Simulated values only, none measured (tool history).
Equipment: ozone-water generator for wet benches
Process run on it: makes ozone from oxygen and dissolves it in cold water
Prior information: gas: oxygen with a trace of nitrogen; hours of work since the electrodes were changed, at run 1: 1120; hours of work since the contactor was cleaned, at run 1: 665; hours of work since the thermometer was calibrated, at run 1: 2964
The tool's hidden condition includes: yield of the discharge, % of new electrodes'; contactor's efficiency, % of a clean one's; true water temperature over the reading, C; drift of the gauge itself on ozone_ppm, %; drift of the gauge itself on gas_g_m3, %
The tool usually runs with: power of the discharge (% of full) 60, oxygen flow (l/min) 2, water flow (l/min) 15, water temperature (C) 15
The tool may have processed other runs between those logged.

run,day,power of the discharge (% of full),oxygen flow (l/min),water flow (l/min),water temperature (C),hours of work since the electrodes were changed,hours of work since the contactor was cleaned,hours of work since the thermometer was calibrated,dissolved ozone (ppm),ozone in the gas ahead of the water (g/m3)
1,0,60,2,15,15,1120,665,2964,18.5,238.2
2,1.2,60,2,15,15,1144,689,2989,18.4,238.5
3,2.25,60,2,15,15,1165,710,3010,18.3,237.6
4,3.417,60,2,15,15,1189,734,3034,18.4,237
5,4.671,60,2,15,14,1214,759,3059,18.6,236.6
6,6.571,99,2,13,15,1253,798,3097,28.4,323.4
7,8.521,61,1.18,14,7,1292,837,3137,17.5,307.4
8,9.379,60,1.81,15,7,1310,854,3154,18.8,248.5
9,11.279,60,2,16,15,1348,893,3193,17.4,235.9
10,12.112,57,1.34,10,15,1365,910,3209,23.5,276.6

Here are 4 independent what-if runs from the current tool condition. What would each one return?
A,13.821,97,2,15,15,1400,944,3244,?,?
B,13.821,67,2,15,15,1400,944,3244,?,?
C,13.821,60,2,20,15,1400,944,3244,?,?
D,13.821,74,2,15,8,1400,944,3244,?,?

run,dissolved ozone (ppm),ozone in the gas ahead of the water (g/m3)
A,24.3,316.1
B,19.5,255.1
C,13.6,236.6
D,22,271.1
Without the tool's hidden state the same runs would have given:
run,dissolved ozone (ppm),ozone in the gas ahead of the water (g/m3)
A,24.3,316.2
B,19.5,255.1
C,13.6,236.6
D,22,271.2
